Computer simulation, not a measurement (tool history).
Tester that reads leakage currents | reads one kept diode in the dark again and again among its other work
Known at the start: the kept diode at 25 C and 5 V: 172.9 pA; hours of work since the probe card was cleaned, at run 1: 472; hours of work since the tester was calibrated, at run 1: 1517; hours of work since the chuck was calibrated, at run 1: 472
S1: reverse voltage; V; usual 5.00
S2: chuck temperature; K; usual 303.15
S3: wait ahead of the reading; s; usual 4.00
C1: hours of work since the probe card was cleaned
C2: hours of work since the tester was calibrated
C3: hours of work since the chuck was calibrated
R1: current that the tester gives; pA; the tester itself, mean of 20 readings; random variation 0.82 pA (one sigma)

run	day	S1	S2	S3	C1	C2	C3	R1
1	0.000	5.00	303.15	4.00	472	1517	472	282.06
2	10.396	5.00	303.15	9.49	636	1681	636	282.01
3	18.012	5.00	297.15	9.49	757	1802	757	164.91
4	26.671	5.00	297.15	9.49	894	1939	894	166.91
5	36.117	5.00	297.15	9.49	1044	2089	1044	168.06
6	46.712	5.00	297.15	9.49	1211	2256	1211	169.29
7	52.408	5.00	297.15	9.49	1301	2346	1301	170.60
8	58.779	5.00	297.15	9.49	1402	2447	1402	171.61
# day 59.929: probe card cleaned and baked
9	66.888	5.00	297.15	9.49	110	2574	1529	173.67
10	71.833	5.00	303.15	4.00	188	2652	1607	300.00
11	78.242	5.00	303.15	4.00	290	2753	1708	301.27
# day 86.362: probe card cleaned and baked, once more
12	87.362	5.00	303.15	3.98	16	2896	1851	299.60
13	94.667	5.00	303.15	3.98	131	3011	1966	301.28
14	100.525	5.00	303.15	3.98	224	3104	2059	301.84
15	106.242	4.45	299.15	3.98	315	3195	2150	200.99
# day 108.196: chuck's temperature calibrated
16	116.521	4.45	299.15	3.98	476	3356	132	183.41
17	125.633	2.65	332.15	0.83	620	3500	276	2219.27
18	130.788	2.65	332.15	0.83	702	3582	358	2226.94
19	139.879	19.87	302.15	0.83	846	3726	502	513.88
20	149.733	2.33	302.15	3.69	1002	3882	657	182.64
21	158.450	4.10	303.15	9.30	1140	4020	795	263.21
22	169.088	5.00	296.15	0.57	1308	4188	964	157.17
23	179.350	10.63	330.15	9.42	1471	4351	1126	3866.48

3 ways to go on from here, each from the tool as it stands after run 23. What would each give?
A	189.458	3.77	313.15	1.28	1631	4511	1286	?
B	189.458	2.72	330.15	9.42	1631	4511	1286	?
C	189.458	5.00	303.15	3.00	1631	4511	1286	?

run	R1
A	611.93
B	2020.41
C	296.13
Without the tool's hidden state the same runs would have given:
run	R1
A	568.42
B	1892.30
C	272.17
